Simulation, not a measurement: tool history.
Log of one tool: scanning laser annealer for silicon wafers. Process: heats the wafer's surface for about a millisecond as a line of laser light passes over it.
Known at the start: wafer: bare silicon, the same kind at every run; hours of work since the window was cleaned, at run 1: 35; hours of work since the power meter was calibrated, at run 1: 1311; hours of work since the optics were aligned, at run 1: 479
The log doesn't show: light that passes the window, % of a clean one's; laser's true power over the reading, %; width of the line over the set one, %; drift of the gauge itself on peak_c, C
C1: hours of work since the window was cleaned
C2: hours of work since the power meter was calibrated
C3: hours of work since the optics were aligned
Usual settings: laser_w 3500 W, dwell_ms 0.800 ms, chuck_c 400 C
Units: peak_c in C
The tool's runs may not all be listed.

run 1 day=0.000 | laser_w=3500 dwell_ms=0.800 chuck_c=400 | C1=35 C2=1311 C3=479 | peak_c=1222
run 2 day=2.567 | laser_w=3500 dwell_ms=0.800 chuck_c=400 | C1=71 C2=1348 C3=516 | peak_c=1219
run 3 day=4.921 | laser_w=3500 dwell_ms=0.800 chuck_c=400 | C1=105 C2=1382 C3=550 | peak_c=1217
run 4 day=6.388 | laser_w=3500 dwell_ms=0.800 chuck_c=400 | C1=126 C2=1403 C3=571 | peak_c=1211
run 5 day=7.775 | laser_w=3500 dwell_ms=0.800 chuck_c=400 | C1=146 C2=1423 C3=591 | peak_c=1212
run 6 day=8.975 | laser_w=3500 dwell_ms=0.800 chuck_c=400 | C1=164 C2=1441 C3=608 | peak_c=1212
run 7 day=10.850 | laser_w=3384 dwell_ms=0.800 chuck_c=400 | C1=191 C2=1468 C3=635 | peak_c=1173
run 8 day=13.062 | laser_w=3384 dwell_ms=0.800 chuck_c=400 | C1=222 C2=1499 C3=667 | peak_c=1173
run 9 day=15.729 | laser_w=3384 dwell_ms=0.800 chuck_c=400 | C1=261 C2=1538 C3=705 | peak_c=1171
run 10 day=18.454 | laser_w=3384 dwell_ms=0.800 chuck_c=400 | C1=300 C2=1577 C3=745 | peak_c=1161
-- day=18.917 window over the wafer cleaned
run 11 day=20.908 | laser_w=3384 dwell_ms=0.800 chuck_c=400 | C1=29 C2=1611 C3=779 | peak_c=1179
run 12 day=22.083 | laser_w=3384 dwell_ms=0.800 chuck_c=400 | C1=46 C2=1628 C3=796 | peak_c=1182
run 13 day=23.383 | laser_w=3384 dwell_ms=0.800 chuck_c=400 | C1=64 C2=1647 C3=814 | peak_c=1177
run 14 day=24.779 | laser_w=3384 dwell_ms=0.800 chuck_c=400 | C1=84 C2=1667 C3=834 | peak_c=1175
-- day=26.208 optics aligned, line set to its width
run 15 day=27.625 | laser_w=3500 dwell_ms=0.800 chuck_c=400 | C1=122 C2=1705 C3=20 | peak_c=1228
run 16 day=30.296 | laser_w=3500 dwell_ms=0.800 chuck_c=416 | C1=161 C2=1743 C3=59 | peak_c=1240
run 17 day=32.500 | laser_w=3500 dwell_ms=0.800 chuck_c=416 | C1=192 C2=1775 C3=91 | peak_c=1236
run 18 day=35.129 | laser_w=3500 dwell_ms=0.800 chuck_c=416 | C1=230 C2=1813 C3=128 | peak_c=1234
run 19 day=37.633 | laser_w=3500 dwell_ms=0.730 chuck_c=400 | C1=266 C2=1849 C3=164 | peak_c=1184
run 20 day=39.954 | laser_w=3500 dwell_ms=0.730 chuck_c=400 | C1=300 C2=1882 C3=198 | peak_c=1177
-- day=40.608 window over the wafer cleaned
run 21 day=41.650 | laser_w=3500 dwell_ms=0.974 chuck_c=400 | C1=15 C2=1905 C3=221 | peak_c=1303
run 22 day=42.942 | laser_w=3474 dwell_ms=0.974 chuck_c=365 | C1=34 C2=1924 C3=239 | peak_c=1257
-- day=43.254 laser's power meter calibrated
run 23 day=45.400 | laser_w=3474 dwell_ms=0.974 chuck_c=365 | C1=67 C2=31 C3=273 | peak_c=1255
run 24 day=47.838 | laser_w=3500 dwell_ms=0.765 chuck_c=366 | C1=102 C2=66 C3=308 | peak_c=1170
run 25 day=50.521 | laser_w=3666 dwell_ms=0.800 chuck_c=373 | C1=141 C2=105 C3=347 | peak_c=1241
run 26 day=52.321 | laser_w=3500 dwell_ms=0.995 chuck_c=382 | C1=167 C2=130 C3=373 | peak_c=1283
run 27 day=53.650 | laser_w=3500 dwell_ms=0.799 chuck_c=374 | C1=186 C2=150 C3=392 | peak_c=1191
run 28 day=56.079 | laser_w=3030 dwell_ms=0.752 chuck_c=398 | C1=221 C2=185 C3=427 | peak_c=1061
run 29 day=57.996 | laser_w=3030 dwell_ms=0.861 chuck_c=398 | C1=248 C2=212 C3=454 | peak_c=1101
-- day=60.000 laser's power meter calibrated, once more
run 30 day=60.458 | laser_w=3030 dwell_ms=0.667 chuck_c=398 | C1=282 C2=7 C3=488 | peak_c=1014
-- day=62.154 window over the wafer cleaned
run 31 day=62.758 | laser_w=3422 dwell_ms=0.804 chuck_c=380 | C1=9 C2=39 C3=520 | peak_c=1170
run 32 day=63.933 | laser_w=3622 dwell_ms=0.804 chuck_c=436 | C1=26 C2=55 C3=537 | peak_c=1280
run 33 day=66.425 | laser_w=3622 dwell_ms=0.804 chuck_c=436 | C1=61 C2=91 C3=573 | peak_c=1275
run 34 day=67.825 | laser_w=3575 dwell_ms=0.800 chuck_c=400 | C1=82 C2=111 C3=593 | peak_c=1226
run 35 day=70.200 | laser_w=3805 dwell_ms=0.749 chuck_c=372 | C1=116 C2=146 C3=627 | peak_c=1234
run 36 day=72.067 | laser_w=3805 dwell_ms=0.749 chuck_c=372 | C1=143 C2=172 C3=654 | peak_c=1234
run 37 day=74.200 | laser_w=3377 dwell_ms=0.749 chuck_c=372 | C1=173 C2=203 C3=684 | peak_c=1110
run 38 day=75.867 | laser_w=3377 dwell_ms=0.749 chuck_c=372 | C1=197 C2=227 C3=708 | peak_c=1107
run 39 day=78.579 | laser_w=3377 dwell_ms=0.749 chuck_c=372 | C1=236 C2=266 C3=747 | peak_c=1106

Forecast each of these 3 alternatives for the next run:
run A day=81.092 | laser_w=3500 dwell_ms=0.692 chuck_c=400 | C1=272 C2=302 C3=784 | peak_c=?
run B day=81.092 | laser_w=3054 dwell_ms=0.798 chuck_c=403 | C1=272 C2=302 C3=784 | peak_c=?
run C day=81.092 | laser_w=3343 dwell_ms=0.721 chuck_c=400 | C1=272 C2=302 C3=784 | peak_c=?

run=A peak_c=1139
run=B peak_c=1069
run=C peak_c=1114
Without the tool's hidden state the same runs would have given:
run=A peak_c=1181
run=B peak_c=1106
run=C peak_c=1154
